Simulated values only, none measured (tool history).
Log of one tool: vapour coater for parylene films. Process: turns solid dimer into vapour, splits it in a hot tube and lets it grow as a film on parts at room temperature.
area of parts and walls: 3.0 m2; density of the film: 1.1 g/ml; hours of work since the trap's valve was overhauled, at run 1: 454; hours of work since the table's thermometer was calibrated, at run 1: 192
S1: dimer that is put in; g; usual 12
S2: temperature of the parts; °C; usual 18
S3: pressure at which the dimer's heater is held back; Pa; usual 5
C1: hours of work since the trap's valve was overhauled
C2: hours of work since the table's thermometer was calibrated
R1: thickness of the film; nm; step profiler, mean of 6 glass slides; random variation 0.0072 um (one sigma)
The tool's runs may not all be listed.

{"run": 1, "hour": 0.0, "S1": 12, "S2": 18, "S3": 5, "C1": 454, "C2": 192, "R1": 1703}
{"run": 2, "hour": 9.4, "S1": 9, "S2": 18, "S3": 5, "C1": 458, "C2": 196, "R1": 1278}
{"run": 3, "hour": 24.2, "S1": 9, "S2": 16, "S3": 5, "C1": 465, "C2": 203, "R1": 1375}
{"run": 4, "hour": 36.2, "S1": 12, "S2": 18, "S3": 5, "C1": 471, "C2": 208, "R1": 1706}
{"run": 5, "hour": 44.1, "S1": 12, "S2": 18, "S3": 5, "C1": 474, "C2": 212, "R1": 1703}
{"run": 6, "hour": 58.8, "S1": 12, "S2": 18, "S3": 5, "C1": 481, "C2": 218, "R1": 1714}
{"run": 7, "hour": 66.5, "S1": 12, "S2": 18, "S3": 5, "C1": 484, "C2": 222, "R1": 1703}
{"run": 8, "hour": 83.7, "S1": 12, "S2": 10, "S3": 5, "C1": 492, "C2": 230, "R1": 2306}
{"run": 9, "hour": 101.1, "S1": 12, "S2": 10, "S3": 5, "C1": 500, "C2": 238, "R1": 2320}
{"run": 10, "hour": 112.2, "S1": 12, "S2": 16, "S3": 5, "C1": 505, "C2": 243, "R1": 1845}
{"run": 11, "hour": 120.6, "S1": 12, "S2": 16, "S3": 4.61, "C1": 509, "C2": 247, "R1": 1880}
{"run": 12, "hour": 130.7, "S1": 12, "S2": 16, "S3": 4.61, "C1": 514, "C2": 251, "R1": 1883}
{"run": 13, "hour": 146.6, "S1": 12, "S2": 16, "S3": 4.61, "C1": 521, "C2": 258, "R1": 1882}
{"run": 14, "hour": 159.5, "S1": 8, "S2": 18, "S3": 5, "C1": 527, "C2": 264, "R1": 1154}
{"run": 15, "hour": 170.2, "S1": 8, "S2": 18, "S3": 5, "C1": 532, "C2": 269, "R1": 1144}
{"run": 16, "hour": 188.4, "S1": 8, "S2": 18, "S3": 5, "C1": 540, "C2": 277, "R1": 1142}
{"run": 17, "hour": 202.3, "S1": 8, "S2": 18, "S3": 5, "C1": 546, "C2": 284, "R1": 1155}
{"run": 18, "hour": 219.0, "S1": 8, "S2": 18, "S3": 5, "C1": 554, "C2": 291, "R1": 1152}
{"run": 19, "hour": 226.7, "S1": 12, "S2": 18, "S3": 5, "C1": 557, "C2": 295, "R1": 1735}
{"run": 20, "hour": 241.1, "S1": 12, "S2": 18, "S3": 5, "C1": 564, "C2": 301, "R1": 1737}
{"run": 21, "hour": 253.2, "S1": 6, "S2": 18, "S3": 5, "C1": 569, "C2": 307, "R1": 860}
{"run": 22, "hour": 264.3, "S1": 12, "S2": 18, "S3": 6.05, "C1": 574, "C2": 312, "R1": 1683}
{"hour": 265.8, "done": "gauge calibrated"}
{"run": 23, "hour": 276.6, "S1": 12, "S2": 18, "S3": 5, "C1": 580, "C2": 318, "R1": 1700}
{"run": 24, "hour": 290.3, "S1": 15, "S2": 24, "S3": 11.57, "C1": 586, "C2": 324, "R1": 1440}
{"run": 25, "hour": 300.7, "S1": 8, "S2": 18, "S3": 4.48, "C1": 591, "C2": 328, "R1": 1168}
{"run": 26, "hour": 317.5, "S1": 12, "S2": 26, "S3": 5, "C1": 599, "C2": 336, "R1": 1276}
{"run": 27, "hour": 333.4, "S1": 12, "S2": 29, "S3": 3.18, "C1": 606, "C2": 343, "R1": 1239}
{"run": 28, "hour": 350.1, "S1": 12, "S2": 29, "S3": 3.18, "C1": 613, "C2": 351, "R1": 1246}
{"run": 29, "hour": 367.3, "S1": 12, "S2": 29, "S3": 3.18, "C1": 621, "C2": 359, "R1": 1246}
{"run": 30, "hour": 376.6, "S1": 12, "S2": 29, "S3": 3.18, "C1": 626, "C2": 363, "R1": 1240}
{"run": 31, "hour": 387.3, "S1": 7, "S2": 28, "S3": 5.91, "C1": 630, "C2": 368, "R1": 664}
{"run": 32, "hour": 404.8, "S1": 12, "S2": 11, "S3": 8.58, "C1": 638, "C2": 376, "R1": 2000}
{"run": 33, "hour": 417.4, "S1": 11, "S2": 26, "S3": 3.16, "C1": 644, "C2": 382, "R1": 1285}
{"run": 34, "hour": 428.7, "S1": 11, "S2": 26, "S3": 3.16, "C1": 649, "C2": 387, "R1": 1282}
{"run": 35, "hour": 444.3, "S1": 6, "S2": 26, "S3": 6.16, "C1": 656, "C2": 394, "R1": 618}
{"run": 36, "hour": 454.2, "S1": 6, "S2": 26, "S3": 6.16, "C1": 661, "C2": 398, "R1": 613}
{"run": 37, "hour": 465.1, "S1": 6, "S2": 26, "S3": 6.16, "C1": 666, "C2": 403, "R1": 611}
{"run": 38, "hour": 481.7, "S1": 6, "S2": 18, "S3": 5, "C1": 673, "C2": 411, "R1": 875}
{"run": 39, "hour": 491.1, "S1": 6, "S2": 18, "S3": 5, "C1": 678, "C2": 415, "R1": 865}
{"run": 40, "hour": 502.6, "S1": 6, "S2": 18, "S3": 5, "C1": 683, "C2": 420, "R1": 863}
{"hour": 515.8, "done": "trap's valve overhauled"}
{"run": 41, "hour": 523.9, "S1": 6, "S2": 18, "S3": 5, "C1": 4, "C2": 428, "R1": 868}
{"run": 42, "hour": 538.7, "S1": 12, "S2": 18, "S3": 11.76, "C1": 10, "C2": 435, "R1": 1449}
{"run": 43, "hour": 548.6, "S1": 7, "S2": 18, "S3": 9.85, "C1": 15, "C2": 439, "R1": 879}
{"run": 44, "hour": 562.6, "S1": 5, "S2": 13, "S3": 3.6, "C1": 21, "C2": 446, "R1": 930}
{"hour": 564.2, "done": "gauge calibrated"}
{"run": 45, "hour": 580.7, "S1": 7, "S2": 14, "S3": 2.95, "C1": 30, "C2": 454, "R1": 1285}
{"run": 46, "hour": 588.3, "S1": 14, "S2": 24, "S3": 5.3, "C1": 33, "C2": 458, "R1": 1570}

3 ways to go on from here, each from the tool as it stands after run 46. What would each give?
{"run": "A", "hour": 596.0, "S1": 14, "S2": 24, "S3": 9.51, "C1": 36, "C2": 461, "R1": "?"}
{"run": "B", "hour": 596.0, "S1": 14, "S2": 18, "S3": 5, "C1": 36, "C2": 461, "R1": "?"}
{"run": "C", "hour": 596.0, "S1": 10, "S2": 18, "S3": 3.58, "C1": 36, "C2": 461, "R1": "?"}

run=A R1=1395
run=B R1=2002
run=C R1=1518
Without the tool's hidden state the same runs would have given:
run=A R1=1391
run=B R1=1997
run=C R1=1514

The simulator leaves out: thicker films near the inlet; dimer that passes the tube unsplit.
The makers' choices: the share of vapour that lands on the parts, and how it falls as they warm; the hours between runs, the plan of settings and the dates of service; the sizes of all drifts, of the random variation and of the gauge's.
